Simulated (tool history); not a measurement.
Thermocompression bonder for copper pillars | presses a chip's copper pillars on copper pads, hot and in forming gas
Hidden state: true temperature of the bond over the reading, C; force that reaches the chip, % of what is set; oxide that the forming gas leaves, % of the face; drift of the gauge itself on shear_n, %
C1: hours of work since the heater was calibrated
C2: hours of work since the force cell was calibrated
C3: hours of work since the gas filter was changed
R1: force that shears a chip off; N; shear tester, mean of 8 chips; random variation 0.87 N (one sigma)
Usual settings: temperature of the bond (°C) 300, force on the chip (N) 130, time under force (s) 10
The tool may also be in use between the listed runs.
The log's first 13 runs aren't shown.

Run 14, hour 97.2: usual settings; C1 185; C2 133; C3 79. Result: R1 71.6 N.
Run 15, hour 106.0: usual settings; C1 189; C2 137; C3 83. Result: R1 72.0 N.
Run 16, hour 116.5: usual settings but force on the chip (N) 175; C1 193; C2 141; C3 87. Result: R1 85.1 N.
Run 17, hour 122.4: usual settings but temperature of the bond (°C) 274, force on the chip (N) 175; C1 196; C2 144; C3 89. Result: R1 64.5 N.
Run 18, hour 129.3: usual settings but temperature of the bond (°C) 274, force on the chip (N) 175; C1 199; C2 147; C3 92. Result: R1 64.9 N.
Run 19, hour 137.6: usual settings but temperature of the bond (°C) 274, force on the chip (N) 175; C1 202; C2 150; C3 96. Result: R1 64.9 N.
Run 20, hour 145.7: usual settings but temperature of the bond (°C) 274, force on the chip (N) 175; C1 205; C2 153; C3 99. Result: R1 65.6 N.
Run 21, hour 154.2: usual settings but temperature of the bond (°C) 279; C1 209; C2 157; C3 103. Result: R1 55.0 N.
Run 22, hour 160.2: usual settings but temperature of the bond (°C) 279; C1 212; C2 160; C3 105. Result: R1 55.4 N.
Run 23, hour 166.9: usual settings but temperature of the bond (°C) 279, time under force (s) 6; C1 214; C2 162; C3 108. Result: R1 45.6 N.
Run 24, hour 175.6: usual settings but temperature of the bond (°C) 279, force on the chip (N) 141, time under force (s) 27; C1 218; C2 166; C3 112. Result: R1 81.1 N.
Run 25, hour 183.6: usual settings but temperature of the bond (°C) 274, force on the chip (N) 165, time under force (s) 25; C1 221; C2 169; C3 115. Result: R1 81.9 N.
Run 26, hour 192.5: usual settings but temperature of the bond (°C) 274, force on the chip (N) 165, time under force (s) 25; C1 225; C2 173; C3 119. Result: R1 82.0 N.
Run 27, hour 201.1: usual settings but temperature of the bond (°C) 274, force on the chip (N) 165, time under force (s) 25; C1 229; C2 177; C3 122. Result: R1 82.2 N.
Run 28, hour 206.5: usual settings but temperature of the bond (°C) 271, force on the chip (N) 187; C1 231; C2 179; C3 125. Result: R1 65.9 N.

Forecast run 29:
Run 29, hour 213.5: usual settings but temperature of the bond (°C) 271, force on the chip (N) 86, time under force (s) 7; C1 234; C2 182; C3 128. Result: R1 ?.

{"run 29": {"R1": 31.4}}
Without the tool's hidden state the same run would have given R1 31.5 N.

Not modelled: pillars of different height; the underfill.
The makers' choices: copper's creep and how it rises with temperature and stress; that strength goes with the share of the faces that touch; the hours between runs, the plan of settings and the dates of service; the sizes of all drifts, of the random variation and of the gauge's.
